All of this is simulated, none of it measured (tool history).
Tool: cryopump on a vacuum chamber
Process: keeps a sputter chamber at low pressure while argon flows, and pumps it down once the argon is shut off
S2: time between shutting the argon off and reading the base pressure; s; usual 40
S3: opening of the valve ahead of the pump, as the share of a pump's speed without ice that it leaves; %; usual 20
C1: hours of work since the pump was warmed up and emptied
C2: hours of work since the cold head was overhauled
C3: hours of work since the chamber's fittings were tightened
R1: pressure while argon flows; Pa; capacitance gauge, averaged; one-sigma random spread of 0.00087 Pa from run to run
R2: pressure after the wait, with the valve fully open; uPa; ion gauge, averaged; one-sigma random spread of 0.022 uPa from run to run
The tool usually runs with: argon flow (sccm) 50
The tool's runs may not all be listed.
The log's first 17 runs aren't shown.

Run 18, hour 879.0: usual settings; C1 291; C2 1498; C3 3007. Result: R1 0.1836 Pa, R2 1.46 uPa.
Run 19, hour 910.7: usual settings but argon flow (sccm) 25; C1 315; C2 1523; C3 3031. Result: R1 0.0913 Pa, R2 1.43 uPa.
Run 20, hour 984.7: usual settings but argon flow (sccm) 25; C1 372; C2 1579; C3 3087. Result: R1 0.0930 Pa, R2 1.54 uPa.
At hour 992.9: pump warmed up, emptied and cooled again.
Run 21, hour 1019.8: usual settings but argon flow (sccm) 25; C1 20; C2 1602; C3 3110. Result: R1 0.0885 Pa, R2 1.42 uPa.
Run 22, hour 1052.4: usual settings but argon flow (sccm) 25; C1 45; C2 1627; C3 3135. Result: R1 0.0901 Pa, R2 1.37 uPa.
Run 23, hour 1117.4: usual settings but argon flow (sccm) 47, S2 24 s, S3 19 %; C1 95; C2 1676; C3 3185. Result: R1 0.1784 Pa, R2 1.76 uPa.
Run 24, hour 1148.0: usual settings but argon flow (sccm) 47, S2 24 s, S3 19 %; C1 118; C2 1700; C3 3208. Result: R1 0.1773 Pa, R2 1.76 uPa.
Run 25, hour 1200.1: usual settings but argon flow (sccm) 82, S2 117 s, S3 16 %; C1 158; C2 1740; C3 3248. Result: R1 0.3692 Pa, R2 1.15 uPa.
Run 26, hour 1258.2: usual settings but S2 272 s, S3 16 %; C1 203; C2 1784; C3 3292. Result: R1 0.2239 Pa, R2 1.02 uPa.
Run 27, hour 1294.1: usual settings but argon flow (sccm) 46, S2 41 s, S3 16 %; C1 230; C2 1811; C3 3320. Result: R1 0.2078 Pa, R2 1.49 uPa.
Run 28, hour 1338.2: usual settings but argon flow (sccm) 25, S2 30 s, S3 26 %; C1 264; C2 1845; C3 3353. Result: R1 0.0704 Pa, R2 1.74 uPa.
Run 29, hour 1388.8: usual settings but argon flow (sccm) 61, S3 33 %; C1 302; C2 1884; C3 3392. Result: R1 0.1385 Pa, R2 1.57 uPa.
Run 30, hour 1450.3: usual settings but argon flow (sccm) 49, S2 157 s, S3 45 %; C1 349; C2 1931; C3 3439. Result: R1 0.0842 Pa, R2 1.21 uPa.
At hour 1488.0: pump warmed up, emptied and cooled again.
Run 31, hour 1488.0: usual settings but argon flow (sccm) 28, S2 57 s, S3 45 %; C1 0; C2 1956; C3 3464. Result: R1 0.0443 Pa, R2 1.32 uPa.
Run 32, hour 1539.0: usual settings but S2 22 s, S3 24 %; C1 39; C2 1994; C3 3503. Result: R1 0.1483 Pa, R2 1.94 uPa.
Run 33, hour 1594.1: usual settings but S2 22 s, S3 24 %; C1 81; C2 2037; C3 3545. Result: R1 0.1497 Pa, R2 1.96 uPa.
Run 34, hour 1639.8: usual settings but S2 22 s, S3 24 %; C1 116; C2 2071; C3 3580. Result: R1 0.1510 Pa, R2 1.95 uPa.

Branching from run 34: 4 alternative next runs. What would each branch give?
Run A, hour 1686.2: usual settings but argon flow (sccm) 54, S2 22 s, S3 24 %; C1 151; C2 2107; C3 3615. Result: R1 ?, R2 ?.
Run B, hour 1686.2: usual settings but argon flow (sccm) 43, S2 299 s, S3 30 %; C1 151; C2 2107; C3 3615. Result: R1 ?, R2 ?.
Run C, hour 1686.2: usual settings but argon flow (sccm) 29, S2 78 s; C1 151; C2 2107; C3 3615. Result: R1 ?, R2 ?.
Run D, hour 1686.2: usual settings but S2 22 s, S3 39 %; C1 151; C2 2107; C3 3615. Result: R1 ?, R2 ?.

run      R1    R2
  A  0.1626  2.04
  B  0.1048  1.10
  C  0.1046  1.26
  D  0.0932  2.04
Without the tool's hidden state the same runs would have given:
run      R1    R2
  A  0.1588  1.12
  B  0.1017  0.19
  C  0.1025  0.39
  D  0.0896  1.12

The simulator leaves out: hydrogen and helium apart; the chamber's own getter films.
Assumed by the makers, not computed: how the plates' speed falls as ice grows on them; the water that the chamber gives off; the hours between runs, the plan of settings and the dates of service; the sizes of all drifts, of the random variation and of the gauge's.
